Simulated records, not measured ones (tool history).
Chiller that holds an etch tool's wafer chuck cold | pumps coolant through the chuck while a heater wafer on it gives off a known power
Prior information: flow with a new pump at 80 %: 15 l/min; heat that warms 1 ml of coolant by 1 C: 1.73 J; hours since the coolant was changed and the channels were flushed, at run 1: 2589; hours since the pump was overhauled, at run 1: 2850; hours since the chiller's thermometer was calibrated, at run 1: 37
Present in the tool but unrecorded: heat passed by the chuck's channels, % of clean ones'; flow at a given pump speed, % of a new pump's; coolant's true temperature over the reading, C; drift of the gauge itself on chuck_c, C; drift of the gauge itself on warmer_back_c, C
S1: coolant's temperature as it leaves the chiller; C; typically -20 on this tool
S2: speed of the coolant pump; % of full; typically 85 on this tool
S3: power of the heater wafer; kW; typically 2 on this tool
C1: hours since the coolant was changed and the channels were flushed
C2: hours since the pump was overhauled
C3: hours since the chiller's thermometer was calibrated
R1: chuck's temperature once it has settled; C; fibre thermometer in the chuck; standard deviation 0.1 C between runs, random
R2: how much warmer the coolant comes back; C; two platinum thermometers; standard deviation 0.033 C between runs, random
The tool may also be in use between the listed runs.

| run | hour | S1 | S2 | S3 | C1 | C2 | C3 | R1 | R2 |
|---|---|---|---|---|---|---|---|---|---|
| 1 | 0 | -20 | 85 | 2 | 2589 | 2850 | 37 | -3.8 | 4.34 |
| 2 | 142.9 | -20 | 85 | 2 | 2732 | 2993 | 180 | -3.9 | 4.34 |
| 3 | 237.6 | -20 | 85 | 2 | 2827 | 3088 | 275 | -4 | 4.3 |
| 4 | 362.2 | -20 | 85 | 2.573 | 2952 | 3212 | 400 | 0.7 | 5.54 |
| 5 | 482.3 | -20 | 85 | 2.573 | 3072 | 3332 | 520 | 0.8 | 5.55 |
| 6 | 612.1 | -20 | 85 | 2.573 | 3201 | 3462 | 650 | 0.6 | 5.49 |
| 7 | 792 | -20 | 85 | 2 | 3381 | 3642 | 829 | -3.9 | 4.25 |
| 8 | 877.7 | -20 | 85 | 2 | 3467 | 3728 | 915 | -3.8 | 4.3 |
| 9 | 1042.2 | -20 | 85 | 2 | 3632 | 3892 | 1080 | -3.9 | 4.36 |
| 10 | 1185.6 | -20 | 85 | 2 | 3775 | 4036 | 1223 | -3.9 | 4.26 |
| 11 | 1337.6 | -20 | 85 | 2 | 3927 | 4188 | 1375 | -4 | 4.34 |
| 12 | 1498 | -20 | 85 | 2 | 4087 | 4348 | 1535 | -3.8 | 4.29 |
| 13 | 1622.1 | -15 | 85 | 2 | 4211 | 4472 | 1660 | 1.1 | 4.34 |
| 14 | 1701.6 | -20 | 85 | 2 | 4291 | 4552 | 1739 | -3.9 | 4.31 |
| 15 | 1821.1 | -20 | 85 | 2 | 4410 | 4671 | 1859 | -3.8 | 4.35 |
| 16 | 2010.8 | -20 | 85 | 2 | 4600 | 4861 | 2048 | -3.9 | 4.36 |
| 17 | 2131.8 | -20 | 85 | 2 | 4721 | 4982 | 2169 | -4 | 4.31 |
| 18 | 2232.8 | -20 | 64 | 1.004 | 4822 | 5083 | 2270 | -9.4 | 3.01 |
| 19 | 2351.3 | -20 | 64 | 1.004 | 4941 | 5201 | 2389 | -9.4 | 2.99 |
| 20 | 2512.8 | -20 | 78 | 2 | 5102 | 5363 | 2550 | -2.5 | 4.79 |
| 21 | 2683.2 | -20 | 61 | 1.525 | 5272 | 5533 | 2721 | -3.1 | 4.79 |
| 22 | 2769.7 | -19 | 66 | 1.418 | 5359 | 5620 | 2807 | -4.3 | 4.07 |
| 23 | 2878.6 | -11 | 70 | 1.538 | 5468 | 5729 | 2916 | 4 | 4.14 |
| 24 | 2995.5 | -22 | 70 | 1.309 | 5585 | 5845 | 3033 | -9.4 | 3.49 |
| 25 | 3128.1 | -22 | 70 | 1.309 | 5717 | 5978 | 3166 | -9.2 | 3.49 |
| 26 | 3251.2 | -22 | 70 | 1.309 | 5841 | 6101 | 3289 | -9.3 | 3.51 |
| 27 | 3347.2 | -22 | 70 | 1.309 | 5936 | 6197 | 3385 | -9.1 | 3.53 |
| 28 | 3472.4 | -22 | 68 | 1.309 | 6062 | 6322 | 3510 | -8.9 | 3.62 |
| 29 | 3569 | -14 | 71 | 2.567 | 6158 | 6419 | 3606 | 10.8 | 6.8 |
| 30 | 3735.7 | -25 | 89 | 1.373 | 6325 | 6586 | 3773 | -14.3 | 2.77 |
| 31 | 3817 | -25 | 89 | 2.011 | 6406 | 6667 | 3855 | -9.3 | 4.16 |

Consider 5 possible next runs. They are alternatives, not a sequence: every one starts from the tool as it was left by run 31. What does each give?
| A | 3999.6 | -23 | 69 | 2 | 6589 | 6850 | 4037 | ? | ? |
| B | 3999.6 | -26 | 83 | 2.234 | 6589 | 6850 | 4037 | ? | ? |
| C | 3999.6 | -10 | 85 | 1.064 | 6589 | 6850 | 4037 | ? | ? |
| D | 3999.6 | -20 | 100 | 2.295 | 6589 | 6850 | 4037 | ? | ? |
| E | 3999.6 | -25 | 89 | 1.861 | 6589 | 6850 | 4037 | ? | ? |

| run | R1 | R2 |
|---|---|---|
| A | -3.1 | 5.46 |
| B | -7.5 | 4.96 |
| C | -1.3 | 2.29 |
| D | -4.2 | 4.13 |
| E | -10.6 | 3.84 |
Without the tool's hidden state the same runs would have given:
| run | R1 | R2 |
|---|---|---|
| A | -3.2 | 5.45 |
| B | -7.6 | 4.95 |
| C | -1.4 | 2.29 |
| D | -4.3 | 4.12 |
| E | -10.7 | 3.83 |
